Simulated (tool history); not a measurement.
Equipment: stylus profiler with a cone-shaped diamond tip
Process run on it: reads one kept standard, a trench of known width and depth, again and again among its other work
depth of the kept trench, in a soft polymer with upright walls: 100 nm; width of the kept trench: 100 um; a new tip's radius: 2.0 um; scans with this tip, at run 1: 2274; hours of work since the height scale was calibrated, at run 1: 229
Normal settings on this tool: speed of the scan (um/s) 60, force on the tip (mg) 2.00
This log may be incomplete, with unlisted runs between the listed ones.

run	hour	speed of the scan (um/s)	force on the tip (mg)	scans with this tip	hours of work since the height scale was calibrated	depth of the trench (angstrom)	width of the trench's floor (um)
1	0.0	60	2.00	2274	229	1007.1	98.19
2	86.9	60	2.00	2795	281	1007.3	98.02
3	177.2	60	2.00	3336	336	1007.2	98.05
4	236.2	60	0.97	3689	371	1005.7	97.82
5	296.0	60	5.99	4047	407	1015.4	98.05
6	386.1	60	5.99	4587	462	1015.5	98.07
7	502.8	60	5.99	5287	532	1015.5	97.99
8	628.4	133	5.99	6039	608	1015.7	97.66
9	684.6	133	5.99	6376	642	1016.0	97.69
10	799.1	60	2.00	7061	711	1008.9	97.68
11	931.4	60	2.00	7854	790	1009.1	97.56
12	1046.4	60	2.00	8543	860	1009.6	97.54
13	1147.6	60	2.00	9150	921	1009.2	97.57
# hour 1177.4: new tip fitted, height scale calibrated
14	1222.5	60	2.00	270	27	1005.8	98.40
15	1336.9	60	2.00	955	96	1007.0	98.32
16	1457.3	60	4.71	1677	169	1012.1	98.33
17	1557.7	60	2.00	2279	229	1006.8	98.14
18	1688.6	21	2.00	3063	308	1007.1	98.32
19	1778.0	21	2.00	3598	362	1007.2	98.23
20	1869.5	86	0.85	4146	417	1004.7	97.57
21	1953.8	120	2.27	4651	468	1008.2	97.61
22	2063.4	48	5.44	5308	534	1014.6	98.00
23	2166.7	48	5.44	5927	597	1014.3	97.96
24	2293.6	25	4.12	6688	673	1012.3	98.01
25	2352.6	24	2.00	7041	709	1008.2	97.90
26	2407.3	24	2.00	7369	742	1009.0	97.87
27	2477.6	24	2.00	7789	784	1008.4	97.85
28	2555.6	69	0.85	8257	831	1005.8	97.37
29	2682.2	178	0.79	9016	907	1006.3	96.32
# hour 2731.6: new tip fitted, height scale calibrated
30	2770.2	20	0.85	232	23	1003.7	98.53
31	2836.6	29	1.16	629	63	1003.9	98.46
32	2961.4	15	5.38	1377	139	1013.0	98.50
33	3041.5	28	0.80	1857	187	1004.0	98.27
34	3108.6	28	0.80	2259	227	1003.3	98.22
35	3171.4	29	5.13	2635	265	1013.1	98.33
36	3269.1	59	1.87	3220	324	1007.7	98.08
37	3375.3	54	1.33	3857	388	1005.9	98.00
38	3449.1	166	2.00	4299	433	1007.9	97.37

Per-run results on a tool with no hidden state, each run keeping its own random variation:
The tool's hidden condition here consists of: radius of the tip, um; height scale over the true one, %; drift of the gauge itself on depth_nm, %; drift of the gauge itself on floor_um, %.
run	depth of the trench (angstrom)	width of the trench's floor (um)
1	1006.4	98.48
2	1006.3	98.37
3	1006.1	98.45
4	1004.5	98.26
5	1014.0	98.52
6	1013.9	98.59
7	1013.7	98.58
8	1013.6	98.31
9	1013.8	98.37
10	1006.5	98.41
11	1006.5	98.36
12	1006.7	98.40
13	1006.1	98.46
14	1006.0	98.45
15	1007.0	98.45
16	1011.7	98.54
17	1006.3	98.42
18	1006.3	98.68
19	1006.2	98.63
20	1003.6	98.02
21	1006.9	98.11
22	1013.1	98.56
23	1012.5	98.57
24	1010.3	98.68
25	1006.1	98.61
26	1006.8	98.60
27	1006.1	98.61
28	1003.3	98.16
29	1003.5	97.17
30	1003.9	98.58
31	1003.9	98.55
32	1012.8	98.68
33	1003.7	98.49
34	1002.9	98.50
35	1012.5	98.64
36	1006.9	98.45
37	1005.0	98.43
38	1006.8	97.84
